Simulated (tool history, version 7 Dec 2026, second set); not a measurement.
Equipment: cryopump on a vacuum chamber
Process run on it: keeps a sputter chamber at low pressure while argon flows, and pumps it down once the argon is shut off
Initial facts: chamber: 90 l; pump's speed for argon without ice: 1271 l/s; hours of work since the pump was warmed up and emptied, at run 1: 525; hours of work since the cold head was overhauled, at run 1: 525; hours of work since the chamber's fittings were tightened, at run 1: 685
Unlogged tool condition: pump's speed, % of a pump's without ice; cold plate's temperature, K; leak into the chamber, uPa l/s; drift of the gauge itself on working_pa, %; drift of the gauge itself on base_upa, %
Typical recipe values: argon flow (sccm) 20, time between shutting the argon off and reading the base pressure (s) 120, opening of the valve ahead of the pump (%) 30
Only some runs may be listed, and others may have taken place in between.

run   hour  argon flow (sccm)  time between shutting the argon off and reading the base pressure (s)  opening of the valve ahead of the pump (%)  hours of work since the pump was warmed up and emptied  hours of work since the cold head was overhauled  hours of work since the chamber's fittings were tightened  pressure while argon flows (Pa)  pressure after the wait (uPa)
  1    0.0                 20                                                                    120                                          30                                                     525                                               525                                                        685                           0.0927                           1.90
  2   18.3                 20                                                                    120                                          30                                                     536                                               536                                                        695                           0.0944                           1.96
  3   35.9                 20                                                                    120                                          30                                                     547                                               547                                                        706                           0.0941                           2.00
  4   58.1                 20                                                                    120                                          30                                                     560                                               560                                                        719                           0.0937                           1.98
  5   70.7                 20                                                                    120                                          16                                                     567                                               567                                                        727                           0.1723                           1.97
  6   91.8                 20                                                                    120                                          56                                                     580                                               580                                                        739                           0.0538                           2.09
  7  113.7                 20                                                                    120                                          56                                                     593                                               593                                                        752                           0.0539                           2.01
  8  131.2                 20                                                                    120                                          56                                                     604                                               604                                                        763                           0.0540                           2.04
  9  146.4                 20                                                                    120                                          56                                                     613                                               613                                                        772                           0.0541                           1.98
 10  160.2                 20                                                                    120                                          30                                                     621                                               621                                                        780                           0.0963                           2.04
 11  180.8                 20                                                                    120                                          30                                                     633                                               633                                                        792                           0.0951                           2.07
 12  196.3                 20                                                                    120                                          30                                                     642                                               642                                                        802                           0.0948                           2.11
 13  207.4                 31                                                                     25                                          30                                                     649                                               649                                                        808                           0.1480                           4.55
 14  223.8                 12                                                                    120                                          19                                                     659                                               659                                                        818                           0.0876                           2.21
 15  235.5                 12                                                                    120                                          19                                                     666                                               666                                                        825                           0.0868                           2.12
 16  246.9                 15                                                                    122                                          52                                                     673                                               673                                                        832                           0.0441                           2.20
 17  262.8                 25                                                                     57                                          52                                                     682                                               682                                                        841                           0.0739                           3.07

Run 18 comes next. What will it give?
 18  281.2                 30                                                                     57                                          21                                                     693                                               693                                                        852                                ?                              ?

Run 18 came out at pressure while argon flows (Pa) 0.2020, pressure after the wait (uPa) 2.90.
Without the tool's hidden state the same run would have given pressure while argon flows (Pa) 0.1911, pressure after the wait (uPa) 1.57.
